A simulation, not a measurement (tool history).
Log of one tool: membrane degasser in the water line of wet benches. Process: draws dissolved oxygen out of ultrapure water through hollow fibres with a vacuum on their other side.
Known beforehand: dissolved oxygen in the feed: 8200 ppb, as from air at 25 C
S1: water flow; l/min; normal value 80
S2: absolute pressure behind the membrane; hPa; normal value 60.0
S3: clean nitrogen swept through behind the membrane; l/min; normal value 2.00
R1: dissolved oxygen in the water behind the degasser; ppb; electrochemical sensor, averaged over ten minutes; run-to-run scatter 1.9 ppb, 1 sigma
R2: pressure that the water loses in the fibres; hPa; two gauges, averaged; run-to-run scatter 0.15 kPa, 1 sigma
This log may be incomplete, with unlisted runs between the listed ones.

| run | hour | S1 | S2 | S3 | R1 | R2 |
|---|---|---|---|---|---|---|
| 1 | 0.0 | 80 | 60.0 | 2.00 | 242.8 | 288.1 |
| 2 | 31.6 | 80 | 60.0 | 2.00 | 244.0 | 289.0 |
| 3 | 70.9 | 80 | 60.0 | 1.61 | 281.9 | 287.1 |
| 4 | 119.0 | 80 | 60.0 | 1.61 | 283.7 | 291.0 |
| 5 | 174.2 | 80 | 60.0 | 2.00 | 244.5 | 291.2 |
| 6 | 225.0 | 80 | 60.0 | 2.00 | 243.4 | 291.9 |
| 7 | 267.4 | 80 | 60.0 | 2.00 | 242.8 | 289.4 |
| 8 | 294.2 | 80 | 60.0 | 2.00 | 242.0 | 289.9 |
| 9 | 319.4 | 80 | 60.0 | 2.09 | 237.6 | 290.6 |
| 10 | 359.3 | 128 | 60.0 | 2.00 | 370.9 | 466.8 |
| 11 | 408.8 | 80 | 60.0 | 2.00 | 243.9 | 294.0 |
| 12 | 457.2 | 80 | 91.9 | 2.00 | 477.9 | 294.9 |
| 13 | 491.1 | 80 | 91.9 | 2.00 | 478.0 | 293.8 |
| 14 | 540.4 | 80 | 123.8 | 2.00 | 709.7 | 294.2 |

Predict the results of run 15:
| 15 | 566.5 | 64 | 123.8 | 1.30 | ? | ? |

Run 15 measured R1 817.7 ppb, R2 235.1 hPa.
Take away the tool's hidden state, keep the run-to-run variation as it was, and the same run would have given R1 817.5 ppb, R2 232.5 hPa.

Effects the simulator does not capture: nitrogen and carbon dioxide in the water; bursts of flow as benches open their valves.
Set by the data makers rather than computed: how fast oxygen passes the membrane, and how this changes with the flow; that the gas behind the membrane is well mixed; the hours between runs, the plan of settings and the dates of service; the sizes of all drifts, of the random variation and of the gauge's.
